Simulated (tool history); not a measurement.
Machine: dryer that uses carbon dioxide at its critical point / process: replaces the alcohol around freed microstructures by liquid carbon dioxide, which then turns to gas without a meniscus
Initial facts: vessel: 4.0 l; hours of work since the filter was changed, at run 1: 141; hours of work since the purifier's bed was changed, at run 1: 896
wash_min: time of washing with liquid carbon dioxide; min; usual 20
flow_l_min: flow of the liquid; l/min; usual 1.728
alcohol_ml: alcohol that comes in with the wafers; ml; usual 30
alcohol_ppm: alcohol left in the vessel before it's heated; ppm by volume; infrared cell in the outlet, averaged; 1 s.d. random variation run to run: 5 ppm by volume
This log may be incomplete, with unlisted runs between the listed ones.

run	day	wash_min	flow_l_min	alcohol_ml	hours of work since the filter was changed	hours of work since the purifier's bed was changed	alcohol_ppm
1	0.000	20	1.728	30	141	896	188
2	1.708	20	1.728	30	163	918	195
3	2.717	20	1.728	30	176	931	206
4	4.004	20	1.728	21	192	947	207
5	5.654	20	1.728	21	213	968	208
# day 6.658: inlet filter changed
6	6.925	20	1.728	44	3	984	213
7	8.788	20	1.728	44	27	1007	220
8	10.346	20	1.728	44	47	1027	220
9	11.842	20	1.728	76	66	1046	232
10	12.688	20	1.728	76	77	1057	248
11	14.300	16	1.410	62	97	1077	343
12	15.800	15	2.590	24	116	1096	223
13	17.350	14	1.728	55	136	1116	306
14	18.762	26	1.660	72	154	1134	236
15	20.504	26	1.660	72	176	1156	242
16	21.342	26	2.480	26	187	1167	251
17	22.833	26	2.480	26	206	1186	254
# day 24.446: inlet filter changed
18	24.771	29	1.728	30	4	1210	243
19	25.783	27	1.728	30	17	1223	255
20	27.133	27	1.728	30	34	1240	254

Entry by entry between the runs, the difference in hidden state between the last listed run before and the first listed run after:
Logged between run 5 and run 6: inlet filter changed (day 6.658)
  flow that reaches the vessel past the clogged filter, %: 91 -> 99.2; alcohol in the recycled carbon dioxide, ppm: 204.3 -> 207.8
  measured minus no-state result, alcohol_ppm: +201 -> +207 ppm by volume
Logged between run 17 and run 18: inlet filter changed (day 24.446)
  flow that reaches the vessel past the clogged filter, %: 91.3 -> 99.5; alcohol in the recycled carbon dioxide, ppm: 249.2 -> 254.4
  measured minus no-state result, alcohol_ppm: +252 -> +243 ppm by volume
